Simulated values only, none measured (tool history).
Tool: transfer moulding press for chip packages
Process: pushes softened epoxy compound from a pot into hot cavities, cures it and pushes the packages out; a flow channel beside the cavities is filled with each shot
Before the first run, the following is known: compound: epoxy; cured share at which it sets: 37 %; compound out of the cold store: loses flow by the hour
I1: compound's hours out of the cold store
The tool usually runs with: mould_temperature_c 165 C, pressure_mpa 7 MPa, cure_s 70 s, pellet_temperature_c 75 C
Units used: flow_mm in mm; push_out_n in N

{"run": 1, "day": 0.0, "mould_temperature_c": 165, "pressure_mpa": 7, "cure_s": 70, "pellet_temperature_c": 75, "I1": 40.4, "flow_mm": 861, "push_out_n": 600}
{"run": 2, "day": 0.433, "mould_temperature_c": 165, "pressure_mpa": 7, "cure_s": 70, "pellet_temperature_c": 75, "I1": 27.8, "flow_mm": 906, "push_out_n": 594}
{"run": 3, "day": 0.671, "mould_temperature_c": 165, "pressure_mpa": 7.77, "cure_s": 70, "pellet_temperature_c": 75, "I1": 21.5, "flow_mm": 975, "push_out_n": 616}
{"run": 4, "day": 1.088, "mould_temperature_c": 165, "pressure_mpa": 7, "cure_s": 70, "pellet_temperature_c": 71, "I1": 37.9, "flow_mm": 872, "push_out_n": 627}
{"run": 5, "day": 1.346, "mould_temperature_c": 165, "pressure_mpa": 7, "cure_s": 70, "pellet_temperature_c": 71, "I1": 8.6, "flow_mm": 980, "push_out_n": 644}
{"run": 6, "day": 1.775, "mould_temperature_c": 165, "pressure_mpa": 7, "cure_s": 70, "pellet_temperature_c": 75, "I1": 16.4, "flow_mm": 945, "push_out_n": 613}
{"run": 7, "day": 2.017, "mould_temperature_c": 165, "pressure_mpa": 7, "cure_s": 70, "pellet_temperature_c": 81, "I1": 47, "flow_mm": 833, "push_out_n": 597}
{"run": 8, "day": 2.371, "mould_temperature_c": 165, "pressure_mpa": 7, "cure_s": 70, "pellet_temperature_c": 81, "I1": 13.1, "flow_mm": 961, "push_out_n": 622}
{"day": 2.6, "done": "cavities cleaned with cleaning compound and waxed"}
{"run": 9, "day": 2.779, "mould_temperature_c": 165, "pressure_mpa": 7, "cure_s": 70, "pellet_temperature_c": 81, "I1": 38.4, "flow_mm": 861, "push_out_n": 566}
{"run": 10, "day": 3.175, "mould_temperature_c": 165, "pressure_mpa": 7, "cure_s": 70, "pellet_temperature_c": 82, "I1": 37.5, "flow_mm": 874, "push_out_n": 568}
{"run": 11, "day": 3.604, "mould_temperature_c": 165, "pressure_mpa": 7, "cure_s": 70, "pellet_temperature_c": 82, "I1": 41, "flow_mm": 868, "push_out_n": 563}
{"run": 12, "day": 4.012, "mould_temperature_c": 165, "pressure_mpa": 7, "cure_s": 61, "pellet_temperature_c": 75, "I1": 17.9, "flow_mm": 940, "push_out_n": 905}
{"run": 13, "day": 4.262, "mould_temperature_c": 165, "pressure_mpa": 7, "cure_s": 61, "pellet_temperature_c": 75, "I1": 8.5, "flow_mm": 979, "push_out_n": 892}
{"run": 14, "day": 4.638, "mould_temperature_c": 165, "pressure_mpa": 7, "cure_s": 69, "pellet_temperature_c": 75, "I1": 33.6, "flow_mm": 886, "push_out_n": 634}
{"run": 15, "day": 4.938, "mould_temperature_c": 159, "pressure_mpa": 7, "cure_s": 76, "pellet_temperature_c": 75, "I1": 17.4, "flow_mm": 975, "push_out_n": 809}
{"run": 16, "day": 5.279, "mould_temperature_c": 169, "pressure_mpa": 8.52, "cure_s": 83, "pellet_temperature_c": 69, "I1": 14.6, "flow_mm": 1025, "push_out_n": 473}
{"run": 17, "day": 5.642, "mould_temperature_c": 161, "pressure_mpa": 6.12, "cure_s": 70, "pellet_temperature_c": 75, "I1": 45.6, "flow_mm": 803, "push_out_n": 825}
{"run": 18, "day": 5.967, "mould_temperature_c": 167, "pressure_mpa": 7, "cure_s": 70, "pellet_temperature_c": 82, "I1": 11.7, "flow_mm": 952, "push_out_n": 554}
{"run": 19, "day": 6.225, "mould_temperature_c": 165, "pressure_mpa": 6.84, "cure_s": 70, "pellet_temperature_c": 75, "I1": 23.7, "flow_mm": 902, "push_out_n": 613}
{"run": 20, "day": 6.462, "mould_temperature_c": 165, "pressure_mpa": 6.84, "cure_s": 70, "pellet_temperature_c": 75, "I1": 14.2, "flow_mm": 939, "push_out_n": 627}
{"day": 6.567, "done": "cavities cleaned with cleaning compound and waxed"}
{"run": 21, "day": 6.742, "mould_temperature_c": 165, "pressure_mpa": 6.84, "cure_s": 70, "pellet_temperature_c": 75, "I1": 46.3, "flow_mm": 831, "push_out_n": 597}
{"run": 22, "day": 7.038, "mould_temperature_c": 165, "pressure_mpa": 6.84, "cure_s": 70, "pellet_temperature_c": 75, "I1": 12.5, "flow_mm": 946, "push_out_n": 632}
{"run": 23, "day": 7.362, "mould_temperature_c": 167, "pressure_mpa": 6.62, "cure_s": 69, "pellet_temperature_c": 78, "I1": 43.4, "flow_mm": 819, "push_out_n": 517}
{"run": 24, "day": 7.671, "mould_temperature_c": 167, "pressure_mpa": 6.62, "cure_s": 69, "pellet_temperature_c": 78, "I1": 31.2, "flow_mm": 854, "push_out_n": 541}
{"run": 25, "day": 7.933, "mould_temperature_c": 167, "pressure_mpa": 6.62, "cure_s": 69, "pellet_temperature_c": 78, "I1": 10, "flow_mm": 938, "push_out_n": 584}

Forecast each of these 4 alternatives for the next run:
{"run": "A", "day": 8.292, "mould_temperature_c": 166, "pressure_mpa": 8.41, "cure_s": 70, "pellet_temperature_c": 77, "I1": 29.5, "flow_mm": "?", "push_out_n": "?"}
{"run": "B", "day": 8.292, "mould_temperature_c": 167, "pressure_mpa": 7.41, "cure_s": 92, "pellet_temperature_c": 73, "I1": 39.9, "flow_mm": "?", "push_out_n": "?"}
{"run": "C", "day": 8.292, "mould_temperature_c": 165, "pressure_mpa": 7, "cure_s": 63, "pellet_temperature_c": 75, "I1": 15.6, "flow_mm": "?", "push_out_n": "?"}
{"run": "D", "day": 8.292, "mould_temperature_c": 171, "pressure_mpa": 7, "cure_s": 70, "pellet_temperature_c": 68, "I1": 38.8, "flow_mm": "?", "push_out_n": "?"}

run=A flow_mm=991 push_out_n=560
run=B flow_mm=873 push_out_n=467
run=C flow_mm=946 push_out_n=824
run=D flow_mm=838 push_out_n=485
With the hidden condition removed and each run's random variation left untouched, the same runs would have given:
run=A flow_mm=993 push_out_n=554
run=B flow_mm=875 push_out_n=462
run=C flow_mm=948 push_out_n=815
run=D flow_mm=840 push_out_n=480
